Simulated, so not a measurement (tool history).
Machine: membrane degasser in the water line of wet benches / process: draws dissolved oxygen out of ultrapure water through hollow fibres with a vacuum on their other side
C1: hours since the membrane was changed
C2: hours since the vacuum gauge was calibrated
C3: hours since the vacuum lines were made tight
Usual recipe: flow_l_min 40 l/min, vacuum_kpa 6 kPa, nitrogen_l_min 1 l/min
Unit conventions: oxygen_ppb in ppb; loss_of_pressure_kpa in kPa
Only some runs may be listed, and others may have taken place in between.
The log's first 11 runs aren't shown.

{"run": 12, "hour": 666.4, "flow_l_min": 53, "vacuum_kpa": 6, "nitrogen_l_min": 1, "C1": 4046, "C2": 5752, "C3": 5242, "oxygen_ppb": 413.2, "loss_of_pressure_kpa": 78.17}
{"run": 13, "hour": 730.4, "flow_l_min": 53, "vacuum_kpa": 6, "nitrogen_l_min": 1, "C1": 4110, "C2": 5816, "C3": 5305, "oxygen_ppb": 415.4, "loss_of_pressure_kpa": 78.48}
{"run": 14, "hour": 776.1, "flow_l_min": 53, "vacuum_kpa": 6, "nitrogen_l_min": 1, "C1": 4156, "C2": 5861, "C3": 5351, "oxygen_ppb": 408.3, "loss_of_pressure_kpa": 78.25}
{"run": 15, "hour": 862.9, "flow_l_min": 53, "vacuum_kpa": 3.77, "nitrogen_l_min": 1, "C1": 4243, "C2": 5948, "C3": 5438, "oxygen_ppb": 206.7, "loss_of_pressure_kpa": 77.8}
{"run": 16, "hour": 920.0, "flow_l_min": 53, "vacuum_kpa": 3.77, "nitrogen_l_min": 1, "C1": 4300, "C2": 6005, "C3": 5495, "oxygen_ppb": 206.8, "loss_of_pressure_kpa": 77.94}
{"run": 17, "hour": 1002.8, "flow_l_min": 53, "vacuum_kpa": 3.77, "nitrogen_l_min": 1, "C1": 4383, "C2": 6088, "C3": 5578, "oxygen_ppb": 202.7, "loss_of_pressure_kpa": 78.34}
{"run": 18, "hour": 1039.7, "flow_l_min": 41, "vacuum_kpa": 6, "nitrogen_l_min": 1.46, "C1": 4420, "C2": 6125, "C3": 5615, "oxygen_ppb": 255.7, "loss_of_pressure_kpa": 60.41}
{"run": 19, "hour": 1091.4, "flow_l_min": 40, "vacuum_kpa": 5.41, "nitrogen_l_min": 1.24, "C1": 4471, "C2": 6177, "C3": 5666, "oxygen_ppb": 238.5, "loss_of_pressure_kpa": 58.72}
{"run": 20, "hour": 1171.4, "flow_l_min": 57, "vacuum_kpa": 7.42, "nitrogen_l_min": 1.49, "C1": 4551, "C2": 6257, "C3": 5746, "oxygen_ppb": 469.9, "loss_of_pressure_kpa": 83.79}
{"run": 21, "hour": 1245.8, "flow_l_min": 57, "vacuum_kpa": 7.42, "nitrogen_l_min": 1.49, "C1": 4626, "C2": 6331, "C3": 5821, "oxygen_ppb": 472.3, "loss_of_pressure_kpa": 83.79}
{"run": 22, "hour": 1324.5, "flow_l_min": 43, "vacuum_kpa": 7.42, "nitrogen_l_min": 2.14, "C1": 4704, "C2": 6410, "C3": 5900, "oxygen_ppb": 287.1, "loss_of_pressure_kpa": 63.24}
{"hour": 1383.6, "done": "gauge calibrated"}
{"run": 23, "hour": 1408.8, "flow_l_min": 62, "vacuum_kpa": 6, "nitrogen_l_min": 0.49, "C1": 4789, "C2": 6494, "C3": 5984, "oxygen_ppb": 641.6, "loss_of_pressure_kpa": 92.43}
{"run": 24, "hour": 1487.1, "flow_l_min": 42, "vacuum_kpa": 7.69, "nitrogen_l_min": 2.6, "C1": 4867, "C2": 6572, "C3": 6062, "oxygen_ppb": 258, "loss_of_pressure_kpa": 62.61}
{"run": 25, "hour": 1543.7, "flow_l_min": 42, "vacuum_kpa": 13.62, "nitrogen_l_min": 2.6, "C1": 4924, "C2": 6629, "C3": 6119, "oxygen_ppb": 455.2, "loss_of_pressure_kpa": 62.43}
{"run": 26, "hour": 1621.1, "flow_l_min": 40, "vacuum_kpa": 4.86, "nitrogen_l_min": 1, "C1": 5001, "C2": 6706, "C3": 6196, "oxygen_ppb": 219.9, "loss_of_pressure_kpa": 59.47}
{"run": 27, "hour": 1682.8, "flow_l_min": 25, "vacuum_kpa": 5.9, "nitrogen_l_min": 0.57, "C1": 5063, "C2": 6768, "C3": 6258, "oxygen_ppb": 264.4, "loss_of_pressure_kpa": 37.22}
{"run": 28, "hour": 1723.1, "flow_l_min": 25, "vacuum_kpa": 5.9, "nitrogen_l_min": 0.57, "C1": 5103, "C2": 6809, "C3": 6298, "oxygen_ppb": 261.6, "loss_of_pressure_kpa": 37.45}
{"run": 29, "hour": 1806.5, "flow_l_min": 25, "vacuum_kpa": 5.9, "nitrogen_l_min": 0.8, "C1": 5186, "C2": 6892, "C3": 6382, "oxygen_ppb": 210.2, "loss_of_pressure_kpa": 37}
{"run": 30, "hour": 1855.1, "flow_l_min": 25, "vacuum_kpa": 5.9, "nitrogen_l_min": 0.8, "C1": 5235, "C2": 6941, "C3": 6430, "oxygen_ppb": 211.3, "loss_of_pressure_kpa": 37.13}
{"run": 31, "hour": 1903.7, "flow_l_min": 25, "vacuum_kpa": 5.45, "nitrogen_l_min": 2.1, "C1": 5284, "C2": 6989, "C3": 6479, "oxygen_ppb": 100.6, "loss_of_pressure_kpa": 37.02}
{"run": 32, "hour": 1968.8, "flow_l_min": 25, "vacuum_kpa": 5.45, "nitrogen_l_min": 2.1, "C1": 5349, "C2": 7054, "C3": 6544, "oxygen_ppb": 99.9, "loss_of_pressure_kpa": 37.19}
{"run": 33, "hour": 2057.3, "flow_l_min": 25, "vacuum_kpa": 5.45, "nitrogen_l_min": 2.1, "C1": 5437, "C2": 7143, "C3": 6632, "oxygen_ppb": 98.6, "loss_of_pressure_kpa": 37}

Below are 3 alternative next runs, each starting from the tool's condition after run 33. Predict each:
{"run": "A", "hour": 2136.5, "flow_l_min": 25, "vacuum_kpa": 5.45, "nitrogen_l_min": 1.02, "C1": 5516, "C2": 7222, "C3": 6712, "oxygen_ppb": "?", "loss_of_pressure_kpa": "?"}
{"run": "B", "hour": 2136.5, "flow_l_min": 28, "vacuum_kpa": 4.37, "nitrogen_l_min": 1.15, "C1": 5516, "C2": 7222, "C3": 6712, "oxygen_ppb": "?", "loss_of_pressure_kpa": "?"}
{"run": "C", "hour": 2136.5, "flow_l_min": 24, "vacuum_kpa": 7.95, "nitrogen_l_min": 0.79, "C1": 5516, "C2": 7222, "C3": 6712, "oxygen_ppb": "?", "loss_of_pressure_kpa": "?"}

run=A oxygen_ppb=154.3 loss_of_pressure_kpa=37.06
run=B oxygen_ppb=108.3 loss_of_pressure_kpa=41.15
run=C oxygen_ppb=324.9 loss_of_pressure_kpa=35.32
With no hidden state in the tool, these same runs would have given:
run=A oxygen_ppb=153.9 loss_of_pressure_kpa=37.49
run=B oxygen_ppb=108 loss_of_pressure_kpa=41.62
run=C oxygen_ppb=324.5 loss_of_pressure_kpa=35.73
